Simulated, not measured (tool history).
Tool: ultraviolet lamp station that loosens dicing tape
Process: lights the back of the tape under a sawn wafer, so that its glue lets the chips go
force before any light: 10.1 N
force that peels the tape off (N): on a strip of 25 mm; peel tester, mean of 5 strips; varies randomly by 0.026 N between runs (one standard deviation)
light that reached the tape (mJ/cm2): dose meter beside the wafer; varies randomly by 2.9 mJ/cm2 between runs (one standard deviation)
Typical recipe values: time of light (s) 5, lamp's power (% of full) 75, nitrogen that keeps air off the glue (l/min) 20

run    hour  time of light (s)  lamp's power (% of full)  nitrogen that keeps air off the glue (l/min)  force that peels the tape off (N)  light that reached the tape (mJ/cm2)
  1     0.0                  5                        75                                            20                              2.127                                   314
  2    70.8                  5                        75                                            20                              2.336                                   305
  3   156.6                  5                        82                                            20                              2.113                                   327
      215.7  -- window cleaned of glue's vapour
  4   223.6                  5                        82                                            20                              1.898                                   338
  5   311.9                  5                        75                                            20                              2.220                                   304
  6   393.6                  5                        75                                            20                              2.406                                   297
  7   436.9                  5                        75                                            20                              2.443                                   292
  8   504.9                  5                        75                                            20                              2.553                                   288
  9   550.1                  5                        75                                            20                              2.662                                   277
 10   639.3                  5                        63                                            20                              3.407                                   224
      676.4  -- window cleaned of glue's vapour
 11   696.9                  5                        63                                            20                              3.153                                   236
 12   763.3                  3                        63                                            20                              5.011                                   138
 13   819.6                  3                        63                                            20                              5.048                                   137
 14   897.2                  3                        75                                            20                              4.668                                   155
 15   970.1                  3                        67                                            20                              5.073                                   135
 16  1061.7                  3                        67                                            20                              5.208                                   130
     1131.9  -- window cleaned of glue's vapour
 17  1140.2                  5                        75                                            20                              2.825                                   264
 18  1206.9                  5                        75                                            20                              2.906                                   248
 19  1295.0                  5                        75                                            20                              3.113                                   241
 20  1365.9                  5                        75                                            20                              3.209                                   240
 21  1427.5                  3                        75                                            20                              5.108                                   135
 22  1487.0                  3                        75                                            20                              5.198                                   132
     1517.9  -- lamp changed
 23  1576.0                  3                        75                                            20                              3.288                                   222
     1590.5  -- window cleaned of glue's vapour
 24  1638.3                  8                        70                                            10                              1.031                                   602
 25  1739.0                  8                        70                                            10                              1.110                                   585
 26  1783.4                  5                        74                                            10                              2.269                                   376
 27  1846.4                  5                        74                                            10                              2.403                                   370
 28  1947.5                  4                        86                                            11                              2.729                                   331
     2046.2  -- window cleaned of glue's vapour
 29  2047.7                  4                        96                                            21                              1.461                                   390
 30  2118.1                  3                        88                                             7                              4.106                                   260
 31  2216.7                  5                        82                                            20                              1.588                                   391
 32  2267.4                  5                        82                                            20                              1.547                                   384
 33  2356.9                  5                        82                                            20                              1.640                                   369
 34  2402.5                  2                        75                                             7                              6.364                                   137
 35  2448.3                  6                        84                                            15                              1.435                                   444
     2499.2  -- window cleaned of glue's vapour
 36  2515.4                  6                        84                                            15                              1.250                                   462
 37  2564.0                  5                        91                                            15                              1.558                                   419
 38  2615.0                  5                        91                                            15                              1.626                                   406
 39  2664.7                  5                        91                                            15                              1.714                                   394
 40  2723.0                  9                        75                                             9                              1.176                                   579
 41  2777.2                  3                        78                                            14                              4.232                                   198
 42  2838.7                  3                        78                                            14                              4.398                                   190
 43  2905.8                  3                        78                                            14                              4.472                                   191

How would selected steps in force that peels the tape off (N) from run to run divide? Give the signed amount a tool lacking its hidden state would still show from settings, what came in and random variation, and the signed amount left for the hidden state, including any gauge scatter that is not in both of the compared results.
Hidden conditions of the tool in this case: lamp's light, % of a new lamp's; light that the window lets through, % of a clean one's; drift of the gauge itself on peel_n, %; drift of the gauge itself on dose_mj_cm2, %.
Run 16 -> 17: time of light (s) 3 -> 5, lamp's power (% of full) 67 -> 75, window cleaned of glue's vapour. force that peels the tape off (N) -2.383: hidden state -0.403, all else -1.980.
Run 22 -> 23: lamp changed. force that peels the tape off (N) -1.910: hidden state -1.913, all else +0.003.
Run 33 -> 34: time of light (s) 5 -> 2, lamp's power (% of full) 82 -> 75, nitrogen that keeps air off the glue (l/min) 20 -> 7. force that peels the tape off (N) +4.724: hidden state +0.167, all else +4.557.
Run 34 -> 35: time of light (s) 2 -> 6, lamp's power (% of full) 75 -> 84, nitrogen that keeps air off the glue (l/min) 7 -> 15. force that peels the tape off (N) -4.929: hidden state -0.143, all else -4.786.
Run 40 -> 41: time of light (s) 9 -> 3, lamp's power (% of full) 75 -> 78, nitrogen that keeps air off the glue (l/min) 9 -> 14. force that peels the tape off (N) +3.056: hidden state +0.521, all else +2.535.
